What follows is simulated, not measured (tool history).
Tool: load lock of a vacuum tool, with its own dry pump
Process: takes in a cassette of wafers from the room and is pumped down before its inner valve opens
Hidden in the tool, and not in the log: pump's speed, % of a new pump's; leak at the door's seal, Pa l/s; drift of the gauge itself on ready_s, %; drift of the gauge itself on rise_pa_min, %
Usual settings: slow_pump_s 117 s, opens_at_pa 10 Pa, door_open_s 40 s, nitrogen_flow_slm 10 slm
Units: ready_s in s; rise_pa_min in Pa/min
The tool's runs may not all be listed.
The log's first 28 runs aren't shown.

run    hour  slow_pump_s  opens_at_pa  door_open_s  nitrogen_flow_slm  hours that the pump has run since its overhaul  times that the door has closed on its seal  incoming humidity of the room's air, %  ready_s  rise_pa_min
 29  6081.6           92           17           40                  7                                            6161                                       19891                                    47.7    177.8        0.101
 30  6291.8          200           17           40                  8                                            6371                                       20248                                    45.5    265.0        0.102
 31  6533.1          200           17           40                  8                                            6613                                       20657                                    47.1    265.6        0.098
 32  6770.7          135           10           40                 28                                            6850                                       21060                                    43.7    218.4        0.088
 33  6989.4           61           17           95                 18                                            7069                                       21431                                    43.0    152.7        0.107
 34  7271.5           61           17           95                 18                                            7351                                       21910                                    41.8    152.5        0.111
 35  7541.0           61           18           95                 18                                            7621                                       22367                                    45.9    151.2        0.120
 36  7678.7          117           10           40                 22                                            7758                                       22601                                    43.6    206.8        0.098

4 ways to go on from here, each from the tool as it stands after run 36. What would each give?
  A  7956.6           95           13           40                 28                                            8036                                       23072                                    46.3        ?            ?
  B  7956.6          117           10           40                 12                                            8036                                       23072                                    46.3        ?            ?
  C  7956.6          117            7           40                 22                                            8036                                       23072                                    47.6        ?            ?
  D  7956.6          201           10          201                 27                                            8036                                       23072                                    45.2        ?            ?

run  ready_s  rise_pa_min
  A    185.6        0.094
  B    206.9        0.108
  C    212.4        0.102
  D    271.5        0.124
Without the tool's hidden state the same runs would have given:
run  ready_s  rise_pa_min
  A    169.0        0.022
  B    190.4        0.036
  C    194.8        0.030
  D    258.1        0.053

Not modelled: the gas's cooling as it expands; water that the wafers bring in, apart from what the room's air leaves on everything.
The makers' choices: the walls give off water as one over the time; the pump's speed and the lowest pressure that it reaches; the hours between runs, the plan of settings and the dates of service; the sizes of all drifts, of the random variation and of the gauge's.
